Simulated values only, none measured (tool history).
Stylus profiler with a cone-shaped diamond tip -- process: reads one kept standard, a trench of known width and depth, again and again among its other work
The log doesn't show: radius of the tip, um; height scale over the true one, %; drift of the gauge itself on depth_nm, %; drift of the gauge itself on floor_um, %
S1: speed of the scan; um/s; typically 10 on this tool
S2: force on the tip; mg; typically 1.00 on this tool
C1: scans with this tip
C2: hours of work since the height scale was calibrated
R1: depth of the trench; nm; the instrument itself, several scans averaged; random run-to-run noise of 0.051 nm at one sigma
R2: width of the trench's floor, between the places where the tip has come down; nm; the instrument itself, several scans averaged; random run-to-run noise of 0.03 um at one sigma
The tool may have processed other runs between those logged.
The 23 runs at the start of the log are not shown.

{"run": 24, "day": 40.258, "S1": 3, "S2": 2.54, "C1": 9673, "C2": 50, "R1": 100.88, "R2": 97270}
{"run": 25, "day": 42.067, "S1": 26, "S2": 1.9, "C1": 9825, "C2": 75, "R1": 100.75, "R2": 97220}
{"run": 26, "day": 43.658, "S1": 31, "S2": 0.7, "C1": 9958, "C2": 97, "R1": 100.34, "R2": 97060}
{"run": 27, "day": 44.812, "S1": 37, "S2": 0.81, "C1": 10055, "C2": 113, "R1": 100.37, "R2": 97060}
{"run": 28, "day": 46.721, "S1": 11, "S2": 0.63, "C1": 10215, "C2": 140, "R1": 100.26, "R2": 97170}
{"run": 29, "day": 48.962, "S1": 32, "S2": 0.81, "C1": 10403, "C2": 171, "R1": 100.36, "R2": 97060}
{"run": 30, "day": 51.55, "S1": 10, "S2": 0.44, "C1": 10620, "C2": 206, "R1": 100.22, "R2": 97170}
{"run": 31, "day": 53.925, "S1": 11, "S2": 1.0, "C1": 10819, "C2": 239, "R1": 100.4, "R2": 97220}
{"run": 32, "day": 55.058, "S1": 11, "S2": 1.0, "C1": 10914, "C2": 255, "R1": 100.36, "R2": 97170}
{"run": 33, "day": 57.583, "S1": 6, "S2": 2.39, "C1": 11125, "C2": 290, "R1": 100.77, "R2": 97190}
{"run": 34, "day": 59.242, "S1": 6, "S2": 2.39, "C1": 11265, "C2": 312, "R1": 100.71, "R2": 97220}
{"run": 35, "day": 61.775, "S1": 4, "S2": 0.8, "C1": 11477, "C2": 347, "R1": 100.29, "R2": 97150}
{"run": 36, "day": 63.392, "S1": 21, "S2": 0.49, "C1": 11612, "C2": 370, "R1": 100.21, "R2": 97040}
{"run": 37, "day": 65.55, "S1": 21, "S2": 0.62, "C1": 11793, "C2": 399, "R1": 100.26, "R2": 97050}
{"run": 38, "day": 67.388, "S1": 21, "S2": 0.62, "C1": 11947, "C2": 425, "R1": 100.17, "R2": 97030}
{"run": 39, "day": 69.792, "S1": 21, "S2": 0.62, "C1": 12149, "C2": 458, "R1": 100.18, "R2": 97000}
{"run": 40, "day": 72.338, "S1": 31, "S2": 1.57, "C1": 12362, "C2": 493, "R1": 100.51, "R2": 97030}
{"run": 41, "day": 73.812, "S1": 31, "S2": 1.57, "C1": 12486, "C2": 513, "R1": 100.48, "R2": 96980}
{"run": 42, "day": 75.054, "S1": 31, "S2": 1.57, "C1": 12590, "C2": 531, "R1": 100.35, "R2": 97020}
{"run": 43, "day": 77.2, "S1": 31, "S2": 1.57, "C1": 12770, "C2": 560, "R1": 100.36, "R2": 96920}
{"run": 44, "day": 78.933, "S1": 4, "S2": 2.25, "C1": 12915, "C2": 584, "R1": 100.6, "R2": 97120}
{"run": 45, "day": 80.375, "S1": 4, "S2": 2.7, "C1": 13036, "C2": 604, "R1": 100.74, "R2": 97110}
{"run": 46, "day": 82.608, "S1": 5, "S2": 0.89, "C1": 13223, "C2": 635, "R1": 100.15, "R2": 97070}

Predict each of these 3 candidate next runs independently; none follows another, all start after run 46:
{"run": "A", "day": 84.071, "S1": 3, "S2": 0.43, "C1": 13346, "C2": 655, "R1": "?", "R2": "?"}
{"run": "B", "day": 84.071, "S1": 6, "S2": 0.35, "C1": 13346, "C2": 655, "R1": "?", "R2": "?"}
{"run": "C", "day": 84.071, "S1": 11, "S2": 0.55, "C1": 13346, "C2": 655, "R1": "?", "R2": "?"}

run=A R1=100.02 R2=97080
run=B R1=99.99 R2=97020
run=C R1=100.06 R2=97040
Without the tool's hidden state the same runs would have given:
run=A R1=100.28 R2=98000
run=B R1=100.26 R2=97940
run=C R1=100.33 R2=97960

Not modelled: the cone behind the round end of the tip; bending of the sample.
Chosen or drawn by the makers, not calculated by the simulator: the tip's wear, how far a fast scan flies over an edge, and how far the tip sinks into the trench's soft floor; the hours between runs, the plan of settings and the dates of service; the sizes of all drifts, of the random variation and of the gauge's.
